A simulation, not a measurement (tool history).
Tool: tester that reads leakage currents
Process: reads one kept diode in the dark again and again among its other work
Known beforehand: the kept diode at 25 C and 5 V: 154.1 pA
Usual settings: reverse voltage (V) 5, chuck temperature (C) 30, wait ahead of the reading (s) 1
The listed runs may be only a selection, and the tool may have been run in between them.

| run | day | reverse voltage (V) | chuck temperature (C) | wait ahead of the reading (s) | current that the tester gives (pA) |
|---|---|---|---|---|---|
| 1 | 0 | 5 | 30 | 1 | 231.35 |
| 2 | 7.383 | 5 | 30 | 1 | 232.02 |
| 3 | 15.638 | 5 | 30 | 1.44 | 231.44 |
| 4 | 21.042 | 5 | 30 | 0.38 | 231.67 |
|  | 22.825 | tester calibrated |
| 5 | 25.554 | 5 | 30 | 0.38 | 233.71 |
| 6 | 33.017 | 5 | 24 | 1 | 139.03 |
| 7 | 37.333 | 5 | 30 | 1.04 | 231.07 |
| 8 | 44.325 | 5 | 30 | 1.04 | 231.2 |
| 9 | 50.329 | 5 | 30 | 1 | 231.08 |
| 10 | 56.704 | 5 | 52 | 1 | 1318.89 |
| 11 | 61.504 | 5 | 29 | 1 | 211.43 |
|  | 65.396 | chuck's temperature calibrated |
| 12 | 66.454 | 5 | 31 | 1 | 260.02 |
|  | 67.354 | probe card cleaned and baked |
| 13 | 75.9 | 5 | 31 | 1 | 260.81 |
| 14 | 85.083 | 5 | 31 | 1 | 259.69 |
| 15 | 92.217 | 5 | 31 | 1 | 258.35 |
| 16 | 97.608 | 5 | 31 | 1 | 258.64 |
| 17 | 104.833 | 5 | 31 | 1 | 258.85 |
| 18 | 109.025 | 5 | 31 | 1 | 257.57 |
|  | 113.008 | probe card cleaned and baked, once more |
| 19 | 114.65 | 5 | 30 | 2.32 | 231.76 |
| 20 | 121.575 | 5 | 30 | 2.32 | 231.06 |
| 21 | 127.958 | 1.32 | 30 | 0.4 | 112.34 |
| 22 | 133.108 | 1.32 | 30 | 0.4 | 112.08 |
| 23 | 140.162 | 1.32 | 30 | 0.4 | 111.94 |
| 24 | 150.058 | 15.06 | 55 | 2.83 | 2978 |
| 25 | 155.008 | 1.35 | 43 | 4.05 | 324.32 |
| 26 | 159.796 | 1.35 | 43 | 4.05 | 323.93 |
| 27 | 164.804 | 1.35 | 43 | 4.05 | 323.75 |
| 28 | 171.262 | 5 | 21 | 0.44 | 105.62 |
| 29 | 177.417 | 1.56 | 24 | 0.43 | 71.84 |
| 30 | 186.029 | 2.45 | 27 | 3.55 | 119.01 |
| 31 | 196.246 | 5.41 | 52 | 3.55 | 1354.36 |
| 32 | 206.425 | 5 | 23 | 0.34 | 125.18 |
|  | 209.683 | chuck's temperature calibrated |
| 33 | 214.767 | 5 | 23 | 0.34 | 131.68 |
| 34 | 221.754 | 7.87 | 39 | 6.32 | 633.93 |
| 35 | 229.175 | 7.87 | 39 | 6.32 | 637.46 |
| 36 | 234.946 | 11.38 | 24 | 0.64 | 225.61 |
| 37 | 240.538 | 11.38 | 24 | 0.64 | 226.3 |
| 38 | 247.25 | 5 | 32 | 0.34 | 280.89 |
| 39 | 252.879 | 1.24 | 27 | 0.83 | 84.78 |
| 40 | 259.625 | 1.24 | 27 | 0.83 | 84.71 |

3 ways to go on from here, each from the tool as it stands after run 40. What would each give?
| A | 266.429 | 5.74 | 30 | 0.42 | ? |
| B | 266.429 | 6.46 | 51 | 4.01 | ? |
| C | 266.429 | 2.82 | 50 | 1.8 | ? |

| run | current that the tester gives (pA) |
|---|---|
| A | 256.38 |
| B | 1427.82 |
| C | 841.88 |
Stripped of hidden state, with their random variation kept, the same runs would have yielded:
| run | current that the tester gives (pA) |
|---|---|
| A | 259.22 |
| B | 1460.4 |
| C | 862.02 |

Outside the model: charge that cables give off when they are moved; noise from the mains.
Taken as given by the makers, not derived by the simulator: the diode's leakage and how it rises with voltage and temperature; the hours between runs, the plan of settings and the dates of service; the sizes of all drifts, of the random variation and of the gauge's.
